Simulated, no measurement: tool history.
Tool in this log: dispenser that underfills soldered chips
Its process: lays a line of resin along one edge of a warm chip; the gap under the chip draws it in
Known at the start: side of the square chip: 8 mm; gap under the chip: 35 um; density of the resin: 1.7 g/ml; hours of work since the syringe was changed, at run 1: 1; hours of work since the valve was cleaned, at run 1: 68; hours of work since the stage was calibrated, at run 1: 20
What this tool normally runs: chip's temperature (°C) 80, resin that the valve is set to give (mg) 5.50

run   hour  chip's temperature (°C)  resin that the valve is set to give (mg)  hours of work since the syringe was changed  hours of work since the valve was cleaned  hours of work since the stage was calibrated  time until the resin shows at the far edge (s)  resin that the valve gave (mg)
  1    0.0                       80                                      5.50                                            1                                         68                                            20                                            56.6                            5.21
       8.5  -- new syringe of resin
  2    8.5                       80                                      5.50                                            0                                         73                                            25                                            53.6                            5.19
  3   15.3                       80                                      5.50                                            4                                         77                                            29                                            65.8                            5.19
      18.5  -- dispensing valve cleaned and set on the balance
      19.9  -- new syringe of resin
      29.5  -- new syringe of resin
  4   29.5                       80                                      5.50                                            0                                          6                                            37                                            53.3                            5.47
  5   37.2                       80                                      5.50                                            5                                         11                                            41                                            68.5                            5.45
      39.6  -- new syringe of resin
  6   48.1                       80                                      4.83                                            5                                         18                                            48                                            71.2                            4.76
      49.5  -- new syringe of resin
  7   56.7                       80                                      4.83                                            4                                         23                                            53                                            69.8                            4.75
      59.6  -- new syringe of resin
  8   65.1                       80                                      4.83                                            3                                         28                                            58                                            67.4                            4.71
      69.2  -- new syringe of resin
  9   75.8                       80                                      5.50                                            4                                         34                                            64                                            66.5                            5.32
      79.6  -- new syringe of resin
 10   85.7                       80                                      5.08                                            4                                         40                                            70                                            66.7                            4.92
      89.7  -- new syringe of resin
 11   95.6                       84                                      5.50                                            4                                         46                                            76                                            56.4                            5.31
     100.0  -- new syringe of resin
     109.8  -- new syringe of resin
 12  109.8                       84                                      5.50                                            0                                         54                                            85                                            46.9                            5.25
     119.3  -- new syringe of resin
 13  119.3                       71                                      5.50                                            0                                         60                                            90                                            78.2                            5.23
     128.9  -- new syringe of resin
 14  132.2                       71                                      5.50                                            2                                         68                                            98                                            87.8                            5.21
     139.0  -- new syringe of resin
 15  141.8                       71                                      5.50                                            2                                         74                                           104                                            85.0                            5.20
     149.3  -- new syringe of resin
     150.3  -- dispensing valve cleaned and set on the balance
 16  153.1                       80                                      5.50                                            2                                          2                                           110                                            59.9                            5.47
     160.0  -- new syringe of resin
 17  165.6                       80                                      5.50                                            3                                          9                                           117                                            62.9                            5.45
     169.6  -- new syringe of resin
     179.5  -- new syringe of resin
 18  180.3                       91                                      6.28                                            0                                         18                                           126                                            37.1                            6.20
     189.3  -- new syringe of resin
 19  191.8                       91                                      6.28                                            2                                         25                                           133                                            38.2                            6.14
     199.0  -- new syringe of resin
 20  202.2                       82                                      5.50                                            2                                         31                                           139                                            56.0                            5.38
     209.6  -- new syringe of resin
 21  210.8                       82                                      5.77                                            1                                         36                                           144                                            53.3                            5.62
     220.0  -- new syringe of resin
 22  222.8                       69                                      5.31                                            2                                         43                                           152                                            92.7                            5.09
     230.3  -- new syringe of resin
 23  232.9                       69                                      6.74                                            2                                         49                                           158                                            86.9                            6.50
     240.1  -- new syringe of resin
 24  244.5                       84                                      6.68                                            3                                         56                                           165                                            54.6                            6.38
     249.8  -- new syringe of resin
 25  252.0                       83                                      4.85                                            1                                         61                                           169                                            56.9                            4.61
     259.5  -- new syringe of resin
 26  259.5                       83                                      4.85                                            0                                         65                                           173                                            50.2                            4.63
 27  265.6                       70                                      4.85                                            4                                         69                                           177                                           100.1                            4.57
     269.4  -- new syringe of resin
 28  273.0                       70                                      6.51                                            2                                         73                                           182                                            87.6                            6.13
     279.2  -- new syringe of resin
 29  279.2                       70                                      6.51                                            0                                         77                                           185                                            78.9                            6.11
     281.5  -- dispensing valve cleaned and set on the balance
 30  289.2                       94                                      5.34                                            6                                          5                                           191                                            44.6                            5.33
     290.4  -- new syringe of resin
     300.2  -- new syringe of resin
 31  300.6                       86                                      5.57                                            0                                         11                                           197                                            43.7                            5.53
 32  308.2                       75                                      5.18                                            5                                         16                                           202                                            85.6                            5.13
     309.8  -- new syringe of resin
 33  314.4                       75                                      5.18                                            3                                         20                                           206                                            79.8                            5.12
     319.9  -- new syringe of resin
 34  328.7                       75                                      5.75                                            5                                         28                                           214                                            86.9                            5.63

How the hidden state differs across the entries between the runs, from the last listed run before each to the first after it:
After run 1, before run 2: new syringe of resin (hour 8.5)
  resin's viscosity, % of fresh resin's: 105.2 -> 97.6; dose that the valve gives, % of what is set: 94.84 -> 94.47; true chip temperature over the reading, C: -0.09 -> -0.13
  measured minus no-state result, time until the resin shows at the far edge (s): +3.5 -> -0.4; resin that the valve gave (mg): -0.28 -> -0.30
After run 3, before run 4: dispensing valve cleaned and set on the balance (hour 18.5); new syringe of resin (hour 19.9); new syringe of resin (hour 29.5)
  resin's viscosity, % of fresh resin's: 119.7 -> 101.2; dose that the valve gives, % of what is set: 94.16 -> 99.4; true chip temperature over the reading, C: -0.15 -> -0.2
  measured minus no-state result, time until the resin shows at the far edge (s): +11.8 -> +1.1; resin that the valve gave (mg): -0.32 -> -0.03
After run 5, before run 6: new syringe of resin (hour 39.6)
  resin's viscosity, % of fresh resin's: 127.3 -> 128; dose that the valve gives, % of what is set: 99.04 -> 98.53; true chip temperature over the reading, C: -0.23 -> -0.27
  measured minus no-state result, time until the resin shows at the far edge (s): +15.3 -> +16.3; resin that the valve gave (mg): -0.05 -> -0.07
After run 6, before run 7: new syringe of resin (hour 49.5)
  resin's viscosity, % of fresh resin's: 128 -> 123.3; dose that the valve gives, % of what is set: 98.53 -> 98.18; true chip temperature over the reading, C: -0.27 -> -0.3
  measured minus no-state result, time until the resin shows at the far edge (s): +16.3 -> +14.1; resin that the valve gave (mg): -0.07 -> -0.09
After run 7, before run 8: new syringe of resin (hour 59.6)
  resin's viscosity, % of fresh resin's: 123.3 -> 120.3; dose that the valve gives, % of what is set: 98.18 -> 97.83; true chip temperature over the reading, C: -0.3 -> -0.33
  measured minus no-state result, time until the resin shows at the far edge (s): +14.1 -> +12.5; resin that the valve gave (mg): -0.09 -> -0.10
After run 8, before run 9: new syringe of resin (hour 69.2)
  resin's viscosity, % of fresh resin's: 120.3 -> 121.1; dose that the valve gives, % of what is set: 97.83 -> 97.35; true chip temperature over the reading, C: -0.33 -> -0.37
  measured minus no-state result, time until the resin shows at the far edge (s): +12.5 -> +12.6; resin that the valve gave (mg): -0.10 -> -0.15
After run 9, before run 10: new syringe of resin (hour 79.6)
  resin's viscosity, % of fresh resin's: 121.1 -> 120.2; dose that the valve gives, % of what is set: 97.35 -> 96.91; true chip temperature over the reading, C: -0.37 -> -0.41
  measured minus no-state result, time until the resin shows at the far edge (s): +12.6 -> +12.4; resin that the valve gave (mg): -0.15 -> -0.15
After run 10, before run 11: new syringe of resin (hour 89.7)
  resin's viscosity, % of fresh resin's: 120.2 -> 118.5; dose that the valve gives, % of what is set: 96.91 -> 96.45; true chip temperature over the reading, C: -0.41 -> -0.45
  measured minus no-state result, time until the resin shows at the far edge (s): +12.4 -> +9.8; resin that the valve gave (mg): -0.15 -> -0.20
After run 11, before run 12: new syringe of resin (hour 100.0); new syringe of resin (hour 109.8)
  resin's viscosity, % of fresh resin's: 118.5 -> 99.6; dose that the valve gives, % of what is set: 96.45 -> 95.8; true chip temperature over the reading, C: -0.45 -> -0.5
  measured minus no-state result, time until the resin shows at the far edge (s): +9.8 -> +1.1; resin that the valve gave (mg): -0.20 -> -0.23
After run 12, before run 13: new syringe of resin (hour 119.3)
  resin's viscosity, % of fresh resin's: 99.6 -> 99.8; dose that the valve gives, % of what is set: 95.8 -> 95.37; true chip temperature over the reading, C: -0.5 -> -0.54
  measured minus no-state result, time until the resin shows at the far edge (s): +1.1 -> +2.2; resin that the valve gave (mg): -0.23 -> -0.25
After run 13, before run 14: new syringe of resin (hour 128.9)
  resin's viscosity, % of fresh resin's: 99.8 -> 110.6; dose that the valve gives, % of what is set: 95.37 -> 94.77; true chip temperature over the reading, C: -0.54 -> -0.59
  measured minus no-state result, time until the resin shows at the far edge (s): +2.2 -> +11.1; resin that the valve gave (mg): -0.25 -> -0.28
After run 14, before run 15: new syringe of resin (hour 139.0)
  resin's viscosity, % of fresh resin's: 110.6 -> 109.2; dose that the valve gives, % of what is set: 94.77 -> 94.39; true chip temperature over the reading, C: -0.59 -> -0.62
  measured minus no-state result, time until the resin shows at the far edge (s): +11.1 -> +10.0; resin that the valve gave (mg): -0.28 -> -0.31
After run 15, before run 16: new syringe of resin (hour 149.3); dispensing valve cleaned and set on the balance (hour 150.3)
  resin's viscosity, % of fresh resin's: 109.2 -> 110.6; dose that the valve gives, % of what is set: 94.39 -> 99.69; true chip temperature over the reading, C: -0.62 -> -0.66
  measured minus no-state result, time until the resin shows at the far edge (s): +10.0 -> +7.0; resin that the valve gave (mg): -0.31 -> -0.01
After run 16, before run 17: new syringe of resin (hour 160.0)
  resin's viscosity, % of fresh resin's: 110.6 -> 117.2; dose that the valve gives, % of what is set: 99.69 -> 99.14; true chip temperature over the reading, C: -0.66 -> -0.7
  measured minus no-state result, time until the resin shows at the far edge (s): +7.0 -> +10.7; resin that the valve gave (mg): -0.01 -> -0.05
After run 17, before run 18: new syringe of resin (hour 169.6); new syringe of resin (hour 179.5)
  resin's viscosity, % of fresh resin's: 117.2 -> 101.9; dose that the valve gives, % of what is set: 99.14 -> 98.49; true chip temperature over the reading, C: -0.7 -> -0.75
  measured minus no-state result, time until the resin shows at the far edge (s): +10.7 -> +1.7; resin that the valve gave (mg): -0.05 -> -0.10
After run 18, before run 19: new syringe of resin (hour 189.3)
  resin's viscosity, % of fresh resin's: 101.9 -> 106; dose that the valve gives, % of what is set: 98.49 -> 97.96; true chip temperature over the reading, C: -0.75 -> -0.8
  measured minus no-state result, time until the resin shows at the far edge (s): +1.7 -> +3.2; resin that the valve gave (mg): -0.10 -> -0.12
After run 19, before run 20: new syringe of resin (hour 199.0)
  resin's viscosity, % of fresh resin's: 106 -> 111.8; dose that the valve gives, % of what is set: 97.96 -> 97.51; true chip temperature over the reading, C: -0.8 -> -0.83
  measured minus no-state result, time until the resin shows at the far edge (s): +3.2 -> +7.6; resin that the valve gave (mg): -0.12 -> -0.13
After run 20, before run 21: new syringe of resin (hour 209.6)
  resin's viscosity, % of fresh resin's: 111.8 -> 104.4; dose that the valve gives, % of what is set: 97.51 -> 97.15; true chip temperature over the reading, C: -0.83 -> -0.87
  measured minus no-state result, time until the resin shows at the far edge (s): +7.6 -> +4.1; resin that the valve gave (mg): -0.13 -> -0.17
After run 21, before run 22: new syringe of resin (hour 220.0)
  resin's viscosity, % of fresh resin's: 104.4 -> 108.5; dose that the valve gives, % of what is set: 97.15 -> 96.56; true chip temperature over the reading, C: -0.87 -> -0.91
  measured minus no-state result, time until the resin shows at the far edge (s): +4.1 -> +10.9; resin that the valve gave (mg): -0.17 -> -0.19
After run 22, before run 23: new syringe of resin (hour 230.3)
  resin's viscosity, % of fresh resin's: 108.5 -> 106.5; dose that the valve gives, % of what is set: 96.56 -> 96.08; true chip temperature over the reading, C: -0.91 -> -0.95
  measured minus no-state result, time until the resin shows at the far edge (s): +10.9 -> +8.5; resin that the valve gave (mg): -0.19 -> -0.27
After run 23, before run 24: new syringe of resin (hour 240.1)
  resin's viscosity, % of fresh resin's: 106.5 -> 115.7; dose that the valve gives, % of what is set: 96.08 -> 95.61; true chip temperature over the reading, C: -0.95 -> -0.99
  measured minus no-state result, time until the resin shows at the far edge (s): +8.5 -> +9.1; resin that the valve gave (mg): -0.27 -> -0.30
After run 24, before run 25: new syringe of resin (hour 249.8)
  resin's viscosity, % of fresh resin's: 115.7 -> 108.3; dose that the valve gives, % of what is set: 95.61 -> 95.28; true chip temperature over the reading, C: -0.99 -> -1.02
  measured minus no-state result, time until the resin shows at the far edge (s): +9.1 -> +7.1; resin that the valve gave (mg): -0.30 -> -0.23
After run 25, before run 26: new syringe of resin (hour 259.5)
  resin's viscosity, % of fresh resin's: 108.3 -> 98.9; dose that the valve gives, % of what is set: 95.28 -> 94.95; true chip temperature over the reading, C: -1.02 -> -1.04
  measured minus no-state result, time until the resin shows at the far edge (s): +7.1 -> +2.2; resin that the valve gave (mg): -0.23 -> -0.24
After run 27, before run 28: new syringe of resin (hour 269.4)
  resin's viscosity, % of fresh resin's: 118.8 -> 110.1; dose that the valve gives, % of what is set: 94.67 -> 94.32; true chip temperature over the reading, C: -1.06 -> -1.09
  measured minus no-state result, time until the resin shows at the far edge (s): +21.0 -> +11.8; resin that the valve gave (mg): -0.25 -> -0.37
After run 28, before run 29: new syringe of resin (hour 279.2)
  resin's viscosity, % of fresh resin's: 110.1 -> 98.7; dose that the valve gives, % of what is set: 94.32 -> 94.06; true chip temperature over the reading, C: -1.09 -> -1.12
  measured minus no-state result, time until the resin shows at the far edge (s): +11.8 -> +2.8; resin that the valve gave (mg): -0.37 -> -0.38
After run 29, before run 30: dispensing valve cleaned and set on the balance (hour 281.5)
  resin's viscosity, % of fresh resin's: 98.7 -> 129.1; dose that the valve gives, % of what is set: 94.06 -> 99.63; true chip temperature over the reading, C: -1.12 -> -1.15
  measured minus no-state result, time until the resin shows at the far edge (s): +2.8 -> +11.4; resin that the valve gave (mg): -0.38 -> -0.02
After run 30, before run 31: new syringe of resin (hour 290.4); new syringe of resin (hour 300.2)
  resin's viscosity, % of fresh resin's: 129.1 -> 99.6; dose that the valve gives, % of what is set: 99.63 -> 99.16; true chip temperature over the reading, C: -1.15 -> -1.19
  measured minus no-state result, time until the resin shows at the far edge (s): +11.4 -> +1.8; resin that the valve gave (mg): -0.02 -> -0.05
After run 32, before run 33: new syringe of resin (hour 309.8)
  resin's viscosity, % of fresh resin's: 125 -> 115.6; dose that the valve gives, % of what is set: 98.84 -> 98.53; true chip temperature over the reading, C: -1.22 -> -1.24
  measured minus no-state result, time until the resin shows at the far edge (s): +20.4 -> +14.2; resin that the valve gave (mg): -0.06 -> -0.08
After run 33, before run 34: new syringe of resin (hour 319.9)
  resin's viscosity, % of fresh resin's: 115.6 -> 130.2; dose that the valve gives, % of what is set: 98.53 -> 97.94; true chip temperature over the reading, C: -1.24 -> -1.3
  measured minus no-state result, time until the resin shows at the far edge (s): +14.2 -> +23.5; resin that the valve gave (mg): -0.08 -> -0.11

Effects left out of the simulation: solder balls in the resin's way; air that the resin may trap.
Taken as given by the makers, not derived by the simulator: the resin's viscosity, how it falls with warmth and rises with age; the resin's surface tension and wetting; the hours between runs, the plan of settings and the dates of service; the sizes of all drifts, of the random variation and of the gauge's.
